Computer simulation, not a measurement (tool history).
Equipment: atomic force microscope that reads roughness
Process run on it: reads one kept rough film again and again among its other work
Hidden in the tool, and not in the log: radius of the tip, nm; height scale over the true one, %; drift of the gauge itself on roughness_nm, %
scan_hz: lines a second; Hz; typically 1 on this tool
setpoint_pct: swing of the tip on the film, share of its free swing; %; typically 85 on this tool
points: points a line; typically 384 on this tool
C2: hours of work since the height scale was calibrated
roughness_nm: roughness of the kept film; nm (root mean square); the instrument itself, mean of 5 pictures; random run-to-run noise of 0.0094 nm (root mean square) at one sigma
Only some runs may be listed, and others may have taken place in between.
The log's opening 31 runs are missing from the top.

{"run": 32, "hour": 266.8, "scan_hz": 0.67, "setpoint_pct": 78, "points": 582, "pictures with this tip": 185, "C2": 447, "roughness_nm": 2.406}
{"hour": 276.2, "done": "new tip fitted"}
{"run": 33, "hour": 276.9, "scan_hz": 0.67, "setpoint_pct": 78, "points": 582, "pictures with this tip": 1, "C2": 453, "roughness_nm": 2.417}
{"run": 34, "hour": 283.7, "scan_hz": 1.82, "setpoint_pct": 73, "points": 820, "pictures with this tip": 13, "C2": 458, "roughness_nm": 2.328}
{"run": 35, "hour": 290.5, "scan_hz": 0.54, "setpoint_pct": 65, "points": 481, "pictures with this tip": 24, "C2": 462, "roughness_nm": 2.489}
{"run": 36, "hour": 297.2, "scan_hz": 3.23, "setpoint_pct": 71, "points": 544, "pictures with this tip": 35, "C2": 467, "roughness_nm": 2.218}
{"run": 37, "hour": 305.9, "scan_hz": 1.19, "setpoint_pct": 86, "points": 357, "pictures with this tip": 49, "C2": 472, "roughness_nm": 2.263}
{"run": 38, "hour": 315.7, "scan_hz": 1.22, "setpoint_pct": 86, "points": 291, "pictures with this tip": 66, "C2": 479, "roughness_nm": 2.242}
{"run": 39, "hour": 320.4, "scan_hz": 1.22, "setpoint_pct": 60, "points": 640, "pictures with this tip": 73, "C2": 482, "roughness_nm": 2.467}
{"run": 40, "hour": 328.2, "scan_hz": 1.22, "setpoint_pct": 60, "points": 640, "pictures with this tip": 86, "C2": 487, "roughness_nm": 2.439}
{"run": 41, "hour": 333.5, "scan_hz": 2.88, "setpoint_pct": 59, "points": 552, "pictures with this tip": 95, "C2": 490, "roughness_nm": 2.366}
{"run": 42, "hour": 341.3, "scan_hz": 2.1, "setpoint_pct": 83, "points": 654, "pictures with this tip": 108, "C2": 495, "roughness_nm": 2.161}
{"run": 43, "hour": 350.5, "scan_hz": 2.1, "setpoint_pct": 83, "points": 654, "pictures with this tip": 123, "C2": 501, "roughness_nm": 2.168}
{"run": 44, "hour": 359.1, "scan_hz": 2.1, "setpoint_pct": 79, "points": 909, "pictures with this tip": 137, "C2": 507, "roughness_nm": 2.224}
{"run": 45, "hour": 368.6, "scan_hz": 2.1, "setpoint_pct": 79, "points": 909, "pictures with this tip": 153, "C2": 513, "roughness_nm": 2.216}
{"run": 46, "hour": 375.7, "scan_hz": 2.1, "setpoint_pct": 79, "points": 909, "pictures with this tip": 165, "C2": 518, "roughness_nm": 2.204}
{"run": 47, "hour": 382.4, "scan_hz": 2.1, "setpoint_pct": 79, "points": 909, "pictures with this tip": 176, "C2": 522, "roughness_nm": 2.204}
{"run": 48, "hour": 390.6, "scan_hz": 2.69, "setpoint_pct": 88, "points": 300, "pictures with this tip": 189, "C2": 527, "roughness_nm": 1.978}
{"hour": 396.9, "done": "new tip fitted"}
{"run": 49, "hour": 399.1, "scan_hz": 3.53, "setpoint_pct": 63, "points": 776, "pictures with this tip": 3, "C2": 532, "roughness_nm": 2.309}
{"run": 50, "hour": 410.3, "scan_hz": 3.53, "setpoint_pct": 67, "points": 878, "pictures with this tip": 22, "C2": 540, "roughness_nm": 2.239}
{"run": 51, "hour": 416.8, "scan_hz": 3.53, "setpoint_pct": 67, "points": 878, "pictures with this tip": 33, "C2": 544, "roughness_nm": 2.246}
{"run": 52, "hour": 421.6, "scan_hz": 3.53, "setpoint_pct": 67, "points": 878, "pictures with this tip": 40, "C2": 547, "roughness_nm": 2.255}
{"run": 53, "hour": 429.3, "scan_hz": 3.53, "setpoint_pct": 67, "points": 878, "pictures with this tip": 53, "C2": 552, "roughness_nm": 2.258}

Predict each of these 3 candidate next runs independently; none follows another, all start after run 53:
{"run": "A", "hour": 440.6, "scan_hz": 3.53, "setpoint_pct": 71, "points": 878, "pictures with this tip": 72, "C2": 559, "roughness_nm": "?"}
{"run": "B", "hour": 440.6, "scan_hz": 0.78, "setpoint_pct": 85, "points": 892, "pictures with this tip": 72, "C2": 559, "roughness_nm": "?"}
{"run": "C", "hour": 440.6, "scan_hz": 1, "setpoint_pct": 75, "points": 453, "pictures with this tip": 72, "C2": 559, "roughness_nm": "?"}

run=A roughness_nm=2.19
run=B roughness_nm=2.352
run=C roughness_nm=2.395
Stripped of hidden state, with their random variation kept, the same runs would have yielded:
run=A roughness_nm=2.193
run=B roughness_nm=2.356
run=C roughness_nm=2.398
